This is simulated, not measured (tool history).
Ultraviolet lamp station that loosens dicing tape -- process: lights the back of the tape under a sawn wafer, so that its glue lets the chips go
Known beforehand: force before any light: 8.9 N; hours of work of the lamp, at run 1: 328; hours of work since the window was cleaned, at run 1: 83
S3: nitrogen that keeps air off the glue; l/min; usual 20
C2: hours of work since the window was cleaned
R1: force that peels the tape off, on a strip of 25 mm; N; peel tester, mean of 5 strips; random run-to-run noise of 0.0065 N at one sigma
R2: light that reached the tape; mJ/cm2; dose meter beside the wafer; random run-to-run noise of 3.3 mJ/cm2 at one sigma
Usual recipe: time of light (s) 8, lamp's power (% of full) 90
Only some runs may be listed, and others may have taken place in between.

{"run": 1, "hour": 0.0, "time of light (s)": 8, "lamp's power (% of full)": 90, "S3": 20, "hours of work of the lamp": 328, "C2": 83, "R1": 0.294, "R2": 466}
{"run": 2, "hour": 26.7, "time of light (s)": 8, "lamp's power (% of full)": 90, "S3": 20, "hours of work of the lamp": 346, "C2": 101, "R1": 0.307, "R2": 473}
{"run": 3, "hour": 70.1, "time of light (s)": 8, "lamp's power (% of full)": 90, "S3": 20, "hours of work of the lamp": 376, "C2": 130, "R1": 0.315, "R2": 458}
{"run": 4, "hour": 110.1, "time of light (s)": 8, "lamp's power (% of full)": 66, "S3": 20, "hours of work of the lamp": 403, "C2": 158, "R1": 0.753, "R2": 329}
{"run": 5, "hour": 156.7, "time of light (s)": 8, "lamp's power (% of full)": 66, "S3": 20, "hours of work of the lamp": 435, "C2": 190, "R1": 0.774, "R2": 323}
{"run": 6, "hour": 204.5, "time of light (s)": 8, "lamp's power (% of full)": 66, "S3": 20, "hours of work of the lamp": 467, "C2": 222, "R1": 0.839, "R2": 315}
{"run": 7, "hour": 232.4, "time of light (s)": 8, "lamp's power (% of full)": 66, "S3": 20, "hours of work of the lamp": 486, "C2": 241, "R1": 0.844, "R2": 312}
{"run": 8, "hour": 270.1, "time of light (s)": 8, "lamp's power (% of full)": 66, "S3": 20, "hours of work of the lamp": 512, "C2": 267, "R1": 0.866, "R2": 303}
{"run": 9, "hour": 307.0, "time of light (s)": 8, "lamp's power (% of full)": 90, "S3": 28, "hours of work of the lamp": 537, "C2": 292, "R1": 0.305, "R2": 416}
{"run": 10, "hour": 330.6, "time of light (s)": 8, "lamp's power (% of full)": 90, "S3": 28, "hours of work of the lamp": 553, "C2": 308, "R1": 0.329, "R2": 408}
{"run": 11, "hour": 369.6, "time of light (s)": 8, "lamp's power (% of full)": 95, "S3": 20, "hours of work of the lamp": 580, "C2": 335, "R1": 0.389, "R2": 426}
{"run": 12, "hour": 421.1, "time of light (s)": 8, "lamp's power (% of full)": 90, "S3": 20, "hours of work of the lamp": 615, "C2": 370, "R1": 0.519, "R2": 392}
{"run": 13, "hour": 472.3, "time of light (s)": 8, "lamp's power (% of full)": 90, "S3": 20, "hours of work of the lamp": 650, "C2": 405, "R1": 0.534, "R2": 383}
{"run": 14, "hour": 525.1, "time of light (s)": 8, "lamp's power (% of full)": 90, "S3": 20, "hours of work of the lamp": 686, "C2": 441, "R1": 0.571, "R2": 375}
{"hour": 529.5, "done": "window cleaned of glue's vapour"}
{"run": 15, "hour": 559.4, "time of light (s)": 8, "lamp's power (% of full)": 90, "S3": 20, "hours of work of the lamp": 709, "C2": 20, "R1": 0.68, "R2": 342}
{"run": 16, "hour": 587.0, "time of light (s)": 8, "lamp's power (% of full)": 90, "S3": 20, "hours of work of the lamp": 728, "C2": 39, "R1": 0.714, "R2": 339}
{"run": 17, "hour": 624.8, "time of light (s)": 8, "lamp's power (% of full)": 90, "S3": 20, "hours of work of the lamp": 754, "C2": 65, "R1": 0.721, "R2": 329}
{"run": 18, "hour": 679.9, "time of light (s)": 8, "lamp's power (% of full)": 92, "S3": 20, "hours of work of the lamp": 792, "C2": 103, "R1": 0.753, "R2": 328}
{"run": 19, "hour": 712.4, "time of light (s)": 8, "lamp's power (% of full)": 92, "S3": 20, "hours of work of the lamp": 814, "C2": 125, "R1": 0.786, "R2": 324}
{"run": 20, "hour": 740.3, "time of light (s)": 8, "lamp's power (% of full)": 61, "S3": 20, "hours of work of the lamp": 833, "C2": 144, "R1": 1.757, "R2": 210}
{"run": 21, "hour": 764.5, "time of light (s)": 8, "lamp's power (% of full)": 61, "S3": 20, "hours of work of the lamp": 849, "C2": 160, "R1": 1.84, "R2": 215}
{"run": 22, "hour": 793.9, "time of light (s)": 8, "lamp's power (% of full)": 88, "S3": 18, "hours of work of the lamp": 869, "C2": 181, "R1": 0.99, "R2": 291}
{"hour": 834.8, "done": "window cleaned of glue's vapour, once more"}
{"run": 23, "hour": 843.5, "time of light (s)": 8, "lamp's power (% of full)": 70, "S3": 22, "hours of work of the lamp": 903, "C2": 6, "R1": 0.925, "R2": 294}
{"run": 24, "hour": 883.8, "time of light (s)": 8, "lamp's power (% of full)": 74, "S3": 10, "hours of work of the lamp": 930, "C2": 33, "R1": 1.432, "R2": 303}
{"hour": 906.1, "done": "lamp changed"}
{"run": 25, "hour": 940.9, "time of light (s)": 6, "lamp's power (% of full)": 74, "S3": 14, "hours of work of the lamp": 24, "C2": 72, "R1": 1.108, "R2": 324}
{"run": 26, "hour": 966.3, "time of light (s)": 6, "lamp's power (% of full)": 74, "S3": 14, "hours of work of the lamp": 41, "C2": 89, "R1": 1.087, "R2": 314}
{"run": 27, "hour": 1021.5, "time of light (s)": 5, "lamp's power (% of full)": 86, "S3": 14, "hours of work of the lamp": 79, "C2": 127, "R1": 1.229, "R2": 300}
{"run": 28, "hour": 1049.8, "time of light (s)": 5, "lamp's power (% of full)": 75, "S3": 35, "hours of work of the lamp": 98, "C2": 146, "R1": 0.909, "R2": 255}
{"run": 29, "hour": 1093.7, "time of light (s)": 5, "lamp's power (% of full)": 71, "S3": 28, "hours of work of the lamp": 128, "C2": 176, "R1": 1.198, "R2": 237}
{"run": 30, "hour": 1140.7, "time of light (s)": 8, "lamp's power (% of full)": 80, "S3": 10, "hours of work of the lamp": 160, "C2": 208, "R1": 0.747, "R2": 426}
{"run": 31, "hour": 1167.8, "time of light (s)": 8, "lamp's power (% of full)": 80, "S3": 10, "hours of work of the lamp": 179, "C2": 227, "R1": 0.741, "R2": 416}
{"run": 32, "hour": 1210.9, "time of light (s)": 5, "lamp's power (% of full)": 80, "S3": 17, "hours of work of the lamp": 208, "C2": 256, "R1": 1.36, "R2": 259}
{"run": 33, "hour": 1253.7, "time of light (s)": 8, "lamp's power (% of full)": 67, "S3": 9, "hours of work of the lamp": 237, "C2": 285, "R1": 1.281, "R2": 339}
{"run": 34, "hour": 1295.8, "time of light (s)": 8, "lamp's power (% of full)": 67, "S3": 9, "hours of work of the lamp": 266, "C2": 314, "R1": 1.321, "R2": 332}
{"run": 35, "hour": 1327.4, "time of light (s)": 4, "lamp's power (% of full)": 92, "S3": 20, "hours of work of the lamp": 288, "C2": 336, "R1": 1.625, "R2": 226}
{"run": 36, "hour": 1370.0, "time of light (s)": 8, "lamp's power (% of full)": 83, "S3": 12, "hours of work of the lamp": 317, "C2": 365, "R1": 0.737, "R2": 395}
{"run": 37, "hour": 1392.9, "time of light (s)": 8, "lamp's power (% of full)": 83, "S3": 12, "hours of work of the lamp": 332, "C2": 380, "R1": 0.747, "R2": 390}
{"run": 38, "hour": 1428.7, "time of light (s)": 5, "lamp's power (% of full)": 77, "S3": 7, "hours of work of the lamp": 357, "C2": 405, "R1": 2.758, "R2": 228}
{"run": 39, "hour": 1462.5, "time of light (s)": 10, "lamp's power (% of full)": 66, "S3": 17, "hours of work of the lamp": 380, "C2": 428, "R1": 0.63, "R2": 380}
{"run": 40, "hour": 1492.6, "time of light (s)": 10, "lamp's power (% of full)": 83, "S3": 17, "hours of work of the lamp": 400, "C2": 448, "R1": 0.339, "R2": 463}

5 ways to go on from here, each from the tool as it stands after run 40. What would each give?
{"run": "A", "hour": 1516.4, "time of light (s)": 8, "lamp's power (% of full)": 68, "S3": 7, "hours of work of the lamp": 417, "C2": 465, "R1": "?", "R2": "?"}
{"run": "B", "hour": 1516.4, "time of light (s)": 10, "lamp's power (% of full)": 64, "S3": 39, "hours of work of the lamp": 417, "C2": 465, "R1": "?", "R2": "?"}
{"run": "C", "hour": 1516.4, "time of light (s)": 5, "lamp's power (% of full)": 67, "S3": 14, "hours of work of the lamp": 417, "C2": 465, "R1": "?", "R2": "?"}
{"run": "D", "hour": 1516.4, "time of light (s)": 8, "lamp's power (% of full)": 90, "S3": 26, "hours of work of the lamp": 417, "C2": 465, "R1": "?", "R2": "?"}
{"run": "E", "hour": 1516.4, "time of light (s)": 5, "lamp's power (% of full)": 83, "S3": 17, "hours of work of the lamp": 417, "C2": 465, "R1": "?", "R2": "?"}

run=A R1=1.841 R2=300
run=B R1=0.366 R2=359
run=C R1=2.503 R2=190
run=D R1=0.364 R2=402
run=E R1=1.678 R2=231
With the hidden condition removed and each run's random variation left untouched, the same runs would have given:
run=A R1=1.117 R2=399
run=B R1=0.167 R2=476
run=C R1=1.665 R2=252
run=D R1=0.172 R2=533
run=E R1=0.994 R2=307

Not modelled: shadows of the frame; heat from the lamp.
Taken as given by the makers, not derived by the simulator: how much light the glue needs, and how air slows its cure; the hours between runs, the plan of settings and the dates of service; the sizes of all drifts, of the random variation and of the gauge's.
